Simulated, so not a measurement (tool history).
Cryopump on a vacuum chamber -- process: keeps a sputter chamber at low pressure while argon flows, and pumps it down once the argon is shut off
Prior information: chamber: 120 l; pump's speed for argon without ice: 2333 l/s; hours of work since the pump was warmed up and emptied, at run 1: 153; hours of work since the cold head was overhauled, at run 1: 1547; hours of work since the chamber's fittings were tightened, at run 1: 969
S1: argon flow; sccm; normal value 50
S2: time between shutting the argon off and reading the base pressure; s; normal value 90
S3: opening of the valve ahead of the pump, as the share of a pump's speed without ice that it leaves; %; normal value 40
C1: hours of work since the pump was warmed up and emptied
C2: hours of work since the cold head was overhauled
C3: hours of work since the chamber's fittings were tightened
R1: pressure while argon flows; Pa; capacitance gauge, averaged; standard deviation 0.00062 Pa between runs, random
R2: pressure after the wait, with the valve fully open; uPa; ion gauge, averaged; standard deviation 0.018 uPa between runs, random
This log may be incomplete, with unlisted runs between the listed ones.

run    hour  S1   S2  S3   C1    C2    C3      R1    R2
  1       0  50   90  40  153  1547   969  0.0945  0.36
  2      56  50   90  40  178  1572   994  0.0947  0.35
  3   118.4  50   90  40  207  1601  1023  0.0955  0.35
  4   228.6  24   90  40  257  1651  1073  0.0456  0.37
  5   341.4  24   90  40  309  1703  1125  0.0471   0.4
  6   424.2  24   90  40  347  1741  1163  0.0478  0.43
  7   544.2  24   90  40  402  1796  1218  0.0483  0.46
      611.1  -- pump warmed up, emptied and cooled again
  8   659.4  24   90  19   22  1846  1268  0.0913  0.39
  9   761.1  24   90  19   69  1893  1315  0.0915  0.39
 10   839.1  24   90  19  104  1928  1351  0.0926  0.39
 11     906  24   90  19  135  1959  1381  0.0934  0.39
 12   978.8  24   90  19  168  1992  1415  0.0943  0.41
 13  1099.2  50   90  15  223  2047  1470   0.248  0.45
 14  1214.4  50   90  15  276  2100  1522  0.2488  0.43
 15  1316.8  50   90  40  323  2147  1569  0.0988  0.43
 16  1442.7  50   90  40  381  2205  1627  0.1008  0.45
     1554.5  -- pump warmed up, emptied and cooled again
 17  1573.3  50   90  40    9  2262  1685  0.0922  0.42
 18  1664.3  50   90  40   50  2304  1726  0.0927  0.38
 19  1751.9  50   45  38   90  2344  1766  0.0986  0.61
 20  1825.5  45   27  24  124  2378  1800  0.1386   0.8
 21  1938.8  74  144  44  176  2430  1852  0.1291  0.35
 22  2009.5  30  144  44  208  2462  1884  0.0525  0.41
 23  2099.1  30  144  44  249  2503  1925   0.053  0.39
 24    2153  44   24  41  274  2528  1950  0.0842  0.87
 25  2219.5  81   78  40  304  2558  1980  0.1583  0.45
 26  2289.8  48   23  40  337  2590  2013  0.0954  0.98
 27  2365.1  24   72  40  371  2625  2047  0.0471  0.51
 28    2421  90   78  40  397  2650  2073  0.1795  0.54
     2499.9  -- pump warmed up, emptied and cooled again
 29  2549.4  28  147  40   23  2707  2129  0.0533  0.38
 30  2674.5  26  170  16   80  2764  2186  0.1193  0.39
 31  2804.1  53  170  16  139  2823  2246  0.2448   0.4
 32  2901.7  53  170  16  184  2868  2290  0.2449  0.39
 33  3025.2  72  275  17  241  2925  2347  0.3159  0.39

Alternative continuations, all from the tool just after run 33; predict every row:
  A  3113.5  23   77  33  281  2965  2387   ?   ?
  B  3113.5  23  275  17  281  2965  2387   ?   ?
  C  3113.5  39  275  28  281  2965  2387   ?   ?
  D  3113.5  74   25  24  281  2965  2387   ?   ?
  E  3113.5  66   90  40  281  2965  2387   ?   ?

run      R1    R2
  A   0.054   0.5
  B   0.101  0.37
  C  0.1056  0.43
  D  0.2334  0.94
  E   0.131   0.5
The same runs, with their run-to-run variation unchanged, on a tool lacking any hidden condition would have given:
run      R1    R2
  A  0.0506  0.28
  B  0.0976  0.16
  C  0.0999  0.21
  D  0.2226  0.73
  E  0.1213  0.28
